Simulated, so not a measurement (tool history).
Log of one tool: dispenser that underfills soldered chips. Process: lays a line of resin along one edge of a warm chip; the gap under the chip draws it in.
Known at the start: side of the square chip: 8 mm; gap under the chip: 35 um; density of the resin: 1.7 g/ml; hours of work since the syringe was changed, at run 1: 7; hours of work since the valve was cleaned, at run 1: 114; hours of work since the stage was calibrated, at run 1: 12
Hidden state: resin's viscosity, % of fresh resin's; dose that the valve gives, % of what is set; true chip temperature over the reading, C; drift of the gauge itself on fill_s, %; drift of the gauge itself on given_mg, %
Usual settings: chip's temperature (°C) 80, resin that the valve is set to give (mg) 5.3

run   hour  chip's temperature (°C)  resin that the valve is set to give (mg)  hours of work since the syringe was changed  hours of work since the valve was cleaned  hours of work since the stage was calibrated  time until the resin shows at the far edge (s)  resin that the valve gave (mg)
  1      0                       80                                       5.3                                            7                                        114                                            12                                           122.2                            4.84
         1  -- new syringe of resin
  2    4.4                       80                                       5.3                                            2                                        117                                            15                                            80.4                             4.8
  3      9                       80                                       5.3                                            5                                        120                                            18                                           108.3                            4.82
      12.5  -- new syringe of resin
  4     16                       80                                       5.3                                            2                                        124                                            23                                            79.2                            4.81
  5     21                       80                                       5.3                                            6                                        128                                            26                                           108.9                            4.79
      23.7  -- dispensing valve cleaned and set on the balance
      24.9  -- new syringe of resin
  6   29.4                       80                                       5.3                                            3                                          4                                            31                                            82.5                            5.32
  7   34.8                       80                                       5.3                                            7                                          7                                            35                                           113.4                            5.23
      36.9  -- new syringe of resin
  8   39.4                       80                                      6.68                                            2                                         10                                            37                                            68.8                            6.66
  9   42.6                       80                                      6.68                                            4                                         12                                            40                                            86.7                            6.68
      48.6  -- new syringe of resin
 10     50                       80                                       5.3                                            1                                         17                                            44                                            68.5                             5.2
 11   57.5                       80                                       5.3                                            6                                         22                                            50                                             107                            5.33
      60.1  -- new syringe of resin
 12   63.8                       80                                       5.3                                            3                                         26                                            54                                            78.6                            5.24
 13   68.2                       80                                      5.65                                            5                                         29                                            57                                           101.8                             5.6
      72.2  -- new syringe of resin
 14   73.8                       80                                      5.77                                            1                                         33                                            60                                            67.5                            5.65
 15   77.5                       80                                      5.77                                            4                                         35                                            63                                            84.5                             5.6
 16   83.3                       80                                      6.89                                            7                                         39                                            67                                             118                            6.63
      84.1  -- new syringe of resin
 17     88                       80                                      6.89                                            3                                         42                                            70                                            76.9                            6.79
 18   92.2                       80                                      6.89                                            5                                         45                                            72                                            97.9                             6.7
        96  -- new syringe of resin
 19   99.7                       77                                      6.42                                            3                                         50                                            77                                            84.5                             6.2
 20  104.3                       72                                      5.18                                            6                                         53                                            80                                           135.8                            5.02
     107.6  -- new syringe of resin
 21  111.2                       75                                      5.97                                            2                                         58                                            85                                            90.2                             5.7
     119.2  -- new syringe of resin
 22  119.2                       66                                      5.94                                            0                                         63                                            90                                            93.2                            5.67
 23  124.6                       68                                      5.28                                            4                                         66                                            94                                           126.1                            5.02
 24  128.3                       91                                       5.3                                            6                                         69                                            96                                            77.8                            5.04
     131.1  -- new syringe of resin
 25  134.4                       88                                      5.46                                            2                                         73                                           100                                              59                            5.19
 26  138.5                       88                                      5.46                                            5                                         76                                           103                                            75.8                            5.15
     142.8  -- new syringe of resin
 27  143.2                       80                                      4.53                                            0                                         79                                           106                                            68.7                             4.3
 28  147.5                       80                                      6.56                                            3                                         81                                           109                                            79.9                            6.22
 29    153                       80                                      6.81                                            7                                         85                                           113                                           113.1                            6.38
     154.6  -- new syringe of resin
 30  157.9                       79                                      6.62                                            2                                         88                                           116                                              75                            6.16
 31  161.9                       90                                       5.7                                            5                                         91                                           118                                            70.8                            5.35
     166.3  -- new syringe of resin
 32  168.6                       71                                      6.36                                            2                                         95                                           123                                            94.1                            5.98
 33    174                       86                                      6.76                                            5                                         99                                           126                                            81.8                            6.25
     177.8  -- new syringe of resin
 34    180                       86                                      6.76                                            1                                        103                                           130                                            57.3                            6.32
 35  186.5                       84                                      4.76                                            6                                        107                                           135                                            97.5                            4.38
     189.8  -- new syringe of resin
 36  194.3                       75                                      6.85                                            3                                        112                                           140                                            89.9                            6.38

Measured less the same run without the tool's hidden state. The same run-to-run variation is in both; the gauge's scatter may not be:
run  time until the resin shows at the far edge (s)  resin that the valve gave (mg)
  1                                           +58.8                           -0.45
  2                                           +18.2                           -0.46
  3                                           +45.1                           -0.46
  4                                           +16.5                           -0.49
  5                                           +45.2                            -0.5
  6                                           +19.7                           -0.01
  7                                           +51.5                           -0.02
  8                                            +8.8                           -0.04
  9                                           +24.4                           -0.04
 10                                            +5.5                           -0.05
 11                                           +44.3                           -0.08
 12                                           +16.2                           -0.09
 13                                           +39.6                           -0.11
 14                                            +5.5                           -0.12
 15                                           +22.3                           -0.14
 16                                           +56.9                           -0.18
 17                                           +15.5                           -0.19
 18                                           +37.5                           -0.21
 19                                           +17.5                           -0.21
 20                                           +55.2                           -0.19
 21                                           +18.2                           -0.23
 22                                            -1.6                           -0.26
 23                                           +33.9                           -0.24
 24                                           +32.2                           -0.25
 25                                            +9.6                           -0.28
 26                                           +26.5                           -0.29
 27                                            +2.5                           -0.24
 28                                             +19                           -0.37
 29                                           +51.7                            -0.4
 30                                           +13.1                           -0.41
 31                                           +25.3                           -0.36
 32                                           +12.7                           -0.42
 33                                           +30.6                           -0.47
 34                                            +6.6                           -0.49
 35                                           +40.9                           -0.35
 36                                           +20.6                           -0.53
